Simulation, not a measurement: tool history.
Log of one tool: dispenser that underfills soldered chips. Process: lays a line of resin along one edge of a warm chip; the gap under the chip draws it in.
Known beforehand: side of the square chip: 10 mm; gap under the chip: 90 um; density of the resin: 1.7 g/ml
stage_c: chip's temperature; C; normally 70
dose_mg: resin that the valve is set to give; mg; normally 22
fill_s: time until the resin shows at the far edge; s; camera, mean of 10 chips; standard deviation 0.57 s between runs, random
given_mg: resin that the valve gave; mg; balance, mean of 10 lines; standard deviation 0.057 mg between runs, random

| run | hour | stage_c | dose_mg | fill_s | given_mg |
|---|---|---|---|---|---|
| 1 | 0 | 70 | 22 | 49.2 | 21.84 |
| 2 | 4 | 70 | 22 | 55 | 21.79 |
| 3 | 9.3 | 70 | 27.3 | 61.1 | 26.95 |
|  | 10.2 | new syringe of resin |
| 4 | 17.8 | 70 | 27.3 | 53.6 | 26.83 |
|  | 24.3 | new syringe of resin |
| 5 | 25.8 | 70 | 27.3 | 44.9 | 26.73 |
| 6 | 31 | 70 | 22 | 52.4 | 21.61 |
| 7 | 35.3 | 70 | 21.7 | 59 | 21.12 |
|  | 38.4 | new syringe of resin |
| 8 | 39.8 | 70 | 22 | 46.2 | 21.44 |
|  | 46.6 | dispensing valve cleaned and set on the balance |
| 9 | 48.9 | 70 | 20.9 | 56.8 | 20.81 |
|  | 53.8 | new syringe of resin |
| 10 | 57 | 70 | 20.9 | 49.7 | 20.8 |
| 11 | 62.8 | 70 | 20.9 | 56.8 | 20.66 |
| 12 | 66.2 | 69 | 25.7 | 62.9 | 25.35 |
|  | 68.2 | new syringe of resin |
| 13 | 74.4 | 73 | 27.8 | 42 | 27.48 |
|  | 82.8 | new syringe of resin |
| 14 | 82.8 | 78 | 26.9 | 29.4 | 26.48 |
| 15 | 88 | 61 | 24.7 | 77.6 | 24.28 |
| 16 | 91.5 | 77 | 20 | 40.3 | 19.57 |
|  | 97.3 | new syringe of resin |
| 17 | 99.8 | 77 | 20 | 35.2 | 19.41 |
|  | 104.3 | dispensing valve cleaned and set on the balance |
| 18 | 108.2 | 77 | 20 | 41.2 | 20.05 |
| 19 | 112 | 69 | 25.6 | 63.3 | 25.63 |
|  | 112.8 | new syringe of resin |
| 20 | 118.8 | 69 | 25.6 | 52 | 25.42 |
| 21 | 122.2 | 70 | 19.3 | 58.7 | 19.19 |
|  | 127.3 | new syringe of resin |
| 22 | 129.4 | 68 | 25.6 | 51.1 | 25.38 |

Below, some changes in fill_s between adjacent runs. For each, the amount present without the hidden state too (settings, incoming material, random variation) and the amount remaining for the hidden state with gauge scatter not shared by both compared results:
What the log doesn't record here: resin's viscosity, % of fresh resin's; dose that the valve gives, % of what is set; true chip temperature over the reading, C; drift of the gauge itself on fill_s, %; drift of the gauge itself on given_mg, %.
Run 7 -> 8: dose_mg 21.7 -> 22, new syringe of resin. fill_s -12.8 s: hidden state -13.1, all else +0.3.
Run 14 -> 15: stage_c 78 -> 61, dose_mg 26.9 -> 24.7. fill_s +48.2 s: hidden state +5.5, all else +42.7.
Run 15 -> 16: stage_c 61 -> 77, dose_mg 24.7 -> 20. fill_s -37.3 s: hidden state +2.4, all else -39.7.
Run 19 -> 20: new syringe of resin. fill_s -11.3 s: hidden state -11.5, all else +0.2.
